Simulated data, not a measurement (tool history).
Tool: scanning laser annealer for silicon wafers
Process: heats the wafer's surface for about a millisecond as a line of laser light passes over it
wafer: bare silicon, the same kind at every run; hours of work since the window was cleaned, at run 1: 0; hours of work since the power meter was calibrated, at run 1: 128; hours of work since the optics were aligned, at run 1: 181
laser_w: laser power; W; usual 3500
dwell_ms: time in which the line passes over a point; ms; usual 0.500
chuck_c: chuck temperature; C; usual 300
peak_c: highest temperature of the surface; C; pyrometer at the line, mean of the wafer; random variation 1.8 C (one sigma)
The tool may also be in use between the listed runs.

run,hour,laser_w,dwell_ms,chuck_c,hours of work since the window was cleaned,hours of work since the power meter was calibrated,hours of work since the optics were aligned,peak_c
1,0.0,3500,0.500,300,0,128,181,1067
2,15.3,3500,0.500,300,9,137,189,1068
3,22.7,3500,0.500,300,13,141,193,1063
4,34.0,3500,0.500,300,19,147,200,1067
5,48.8,3500,0.500,300,28,155,208,1066
6,56.4,3500,0.500,300,32,160,212,1067
7,65.1,3500,0.500,300,37,164,217,1065
8,80.6,3500,0.500,266,45,173,225,1032
9,92.8,3500,0.500,291,52,180,232,1056
10,107.9,3500,0.354,300,61,188,241,953
11,125.0,3500,0.354,300,70,198,250,956
12,138.5,3500,0.500,300,78,205,258,1063
13,149.5,3715,0.414,300,84,211,264,1041
14,160.3,3500,0.367,300,90,217,270,966
15,168.6,3500,0.367,300,94,222,274,963
16,184.6,3146,0.601,292,103,231,283,1038
17,194.4,3146,0.601,292,109,236,289,1037
18,204.9,3500,0.389,311,114,242,295,989
19,213.2,3718,0.500,324,119,247,299,1129
20,227.7,3718,0.500,324,127,255,307,1131
21,240.5,3769,0.359,301,134,262,314,1006
22,254.6,3390,0.456,301,142,270,322,1005
23,266.1,3390,0.506,289,149,276,329,1031

4 ways to go on from here, each from the tool as it stands after run 23. What would each give?
A,279.2,3390,0.452,283,156,284,336,?
B,279.2,3500,0.610,298,156,284,336,?
C,279.2,3182,0.355,300,156,284,336,?
D,279.2,3194,0.352,300,156,284,336,?

run,peak_c
A,987
B,1127
C,890
D,893
Without the tool's hidden state the same runs would have given:
run,peak_c
A,997
B,1139
C,898
D,902
